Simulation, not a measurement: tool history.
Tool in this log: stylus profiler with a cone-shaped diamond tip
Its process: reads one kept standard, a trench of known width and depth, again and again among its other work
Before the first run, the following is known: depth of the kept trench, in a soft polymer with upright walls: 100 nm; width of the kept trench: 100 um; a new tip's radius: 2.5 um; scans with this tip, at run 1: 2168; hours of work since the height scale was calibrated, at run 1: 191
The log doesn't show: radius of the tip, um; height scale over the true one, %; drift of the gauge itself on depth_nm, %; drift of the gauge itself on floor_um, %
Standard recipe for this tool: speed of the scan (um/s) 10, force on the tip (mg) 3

run,hour,speed of the scan (um/s),force on the tip (mg),scans with this tip,hours of work since the height scale was calibrated,depth of the trench (Å),width of the trench's floor (µm)
1,0,10,3,2168,191,1006.2,98.45
2,11.2,4,3,2238,197,1006.4,98.5
3,27.5,4,3,2339,206,1006.2,98.54
4,39.1,4,3,2411,213,1005.9,98.47
5,57.3,10,4.82,2524,223,1008.1,98.47
6,78,10,4.82,2652,234,1007.2,98.43
7,91.6,4,3,2736,241,1006.1,98.48
8,101.4,4,6.69,2797,247,1010.9,98.48
9,110.4,4,6.69,2853,252,1011,98.48
10,125.9,4,6.69,2949,260,1010.2,98.47
11,136.3,10,3,3014,266,1005.3,98.41
# hour 138: height scale calibrated on a step standard
12,150.9,2,3,3101,7,1005.5,98.48
13,168.8,2,3,3212,17,1005.5,98.46
14,183.2,4,3,3301,25,1005.3,98.52
15,199.1,4,3,3400,33,1005.1,98.49
16,218.6,4,3,3521,44,1005,98.46
17,236.9,30,2.59,3634,54,1004.9,98.35
# hour 247.7: height scale calibrated on a step standard, once more
18,257.6,2,1.09,3759,5,1003.7,98.49
19,274.4,4,7.2,3863,15,1011.2,98.48
20,292.6,4,2.2,3976,25,1005.3,98.38
21,306.6,4,2.2,4063,32,1005,98.43
22,322,4,2.2,4158,41,1005.4,98.38
23,337.1,4,2.2,4252,49,1005.4,98.39
24,355.6,4,2.2,4366,59,1005.1,98.43
25,364.2,15,2.91,4420,64,1006.3,98.33
26,381.3,15,2.91,4526,73,1006.4,98.37
27,392.1,15,2.91,4593,79,1006.6,98.35
28,407.3,4,4.32,4687,87,1008.3,98.46
29,417.5,4,4.32,4750,93,1008.2,98.38
30,426.4,4,4.32,4805,98,1008.2,98.43
31,443.7,4,4.32,4912,107,1008.4,98.38
32,453,7,4.32,4970,112,1008.1,98.36

4 ways to go on from here, each from the tool as it stands after run 32. What would each give?
A,468.9,17,7.73,5069,121,?,?
B,468.9,37,4.32,5069,121,?,?
C,468.9,23,1.72,5069,121,?,?
D,468.9,5,1.82,5069,121,?,?

run,depth of the trench (Å),width of the trench's floor (µm)
A,1011.3,98.3
B,1007.8,98.28
C,1004.5,98.26
D,1004.4,98.37
With the hidden condition removed and each run's random variation left untouched, the same runs would have given:
run,depth of the trench (Å),width of the trench's floor (µm)
A,1011.2,98.5
B,1007.7,98.48
C,1004.5,98.46
D,1004.3,98.57
